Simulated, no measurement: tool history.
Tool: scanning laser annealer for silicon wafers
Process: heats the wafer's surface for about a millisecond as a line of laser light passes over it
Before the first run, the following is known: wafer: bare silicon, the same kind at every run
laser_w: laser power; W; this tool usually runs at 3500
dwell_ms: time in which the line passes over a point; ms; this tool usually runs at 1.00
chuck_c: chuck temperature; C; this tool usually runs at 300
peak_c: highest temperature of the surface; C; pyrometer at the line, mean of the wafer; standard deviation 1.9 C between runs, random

run 1 hour=0.0 | laser_w=3500 dwell_ms=1.00 chuck_c=300 | peak_c=1115
run 2 hour=62.0 | laser_w=3500 dwell_ms=1.00 chuck_c=300 | peak_c=1109
run 3 hour=104.6 | laser_w=3500 dwell_ms=1.00 chuck_c=300 | peak_c=1106
run 4 hour=153.8 | laser_w=3500 dwell_ms=1.00 chuck_c=300 | peak_c=1106
-- hour=179.2 window over the wafer cleaned
run 5 hour=219.2 | laser_w=3500 dwell_ms=1.00 chuck_c=300 | peak_c=1122
run 6 hour=245.1 | laser_w=3500 dwell_ms=1.00 chuck_c=300 | peak_c=1122
run 7 hour=288.7 | laser_w=3500 dwell_ms=1.00 chuck_c=300 | peak_c=1117
run 8 hour=345.9 | laser_w=3500 dwell_ms=1.00 chuck_c=300 | peak_c=1118
run 9 hour=384.8 | laser_w=3500 dwell_ms=1.00 chuck_c=300 | peak_c=1119
run 10 hour=428.6 | laser_w=3546 dwell_ms=1.00 chuck_c=315 | peak_c=1145
run 11 hour=467.8 | laser_w=3546 dwell_ms=1.00 chuck_c=315 | peak_c=1142
run 12 hour=524.3 | laser_w=3777 dwell_ms=1.00 chuck_c=315 | peak_c=1209
run 13 hour=568.4 | laser_w=3777 dwell_ms=1.24 chuck_c=290 | peak_c=1272
run 14 hour=615.4 | laser_w=3777 dwell_ms=1.24 chuck_c=290 | peak_c=1272
run 15 hour=669.2 | laser_w=3850 dwell_ms=1.17 chuck_c=317 | peak_c=1293
run 16 hour=726.2 | laser_w=3850 dwell_ms=1.17 chuck_c=317 | peak_c=1293
run 17 hour=769.5 | laser_w=3850 dwell_ms=1.17 chuck_c=261 | peak_c=1231

Branching from run 17: 3 alternative next runs. What would each branch give?
run A hour=811.8 | laser_w=3006 dwell_ms=1.00 chuck_c=262 | peak_c=?
run B hour=811.8 | laser_w=3850 dwell_ms=0.82 chuck_c=300 | peak_c=?
run C hour=811.8 | laser_w=3850 dwell_ms=1.12 chuck_c=333 | peak_c=?

run=A peak_c=921
run=B peak_c=1124
run=C peak_c=1285
What these runs would have given with no unlogged condition in the tool:
run=A peak_c=960
run=B peak_c=1173
run=C peak_c=1341
